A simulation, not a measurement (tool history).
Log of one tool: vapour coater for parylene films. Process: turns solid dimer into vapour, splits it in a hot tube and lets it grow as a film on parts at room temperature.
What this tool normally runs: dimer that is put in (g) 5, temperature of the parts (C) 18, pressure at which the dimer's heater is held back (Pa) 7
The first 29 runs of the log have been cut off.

run	day	dimer that is put in (g)	temperature of the parts (C)	pressure at which the dimer's heater is held back (Pa)	thickness of the film (um)
30	17.554	5	11	7	3.277
31	18.129	4	11	7.77	2.595
32	18.642	4	13	3.01	2.679
33	19.388	4	22	4.43	2.232
34	19.838	5	25	7.19	2.551
35	20.588	5	25	7.19	2.566
36	21.117	4	25	3.71	2.138
37	21.921	4	25	3.71	2.149

Below are 4 alternative next runs, each starting from the tool's condition after run 37. Predict each:
A	22.579	4	21	3.71	?
B	22.579	6	11	3.71	?
C	22.579	4	25	10.87	?
D	22.579	6	25	3.88	?

run	thickness of the film (um)
A	2.301
B	4.102
C	1.991
D	3.203
Take away the tool's hidden state, keep each run's random variation, and the runs would have read:
run	thickness of the film (um)
A	2.303
B	4.106
C	1.993
D	3.206
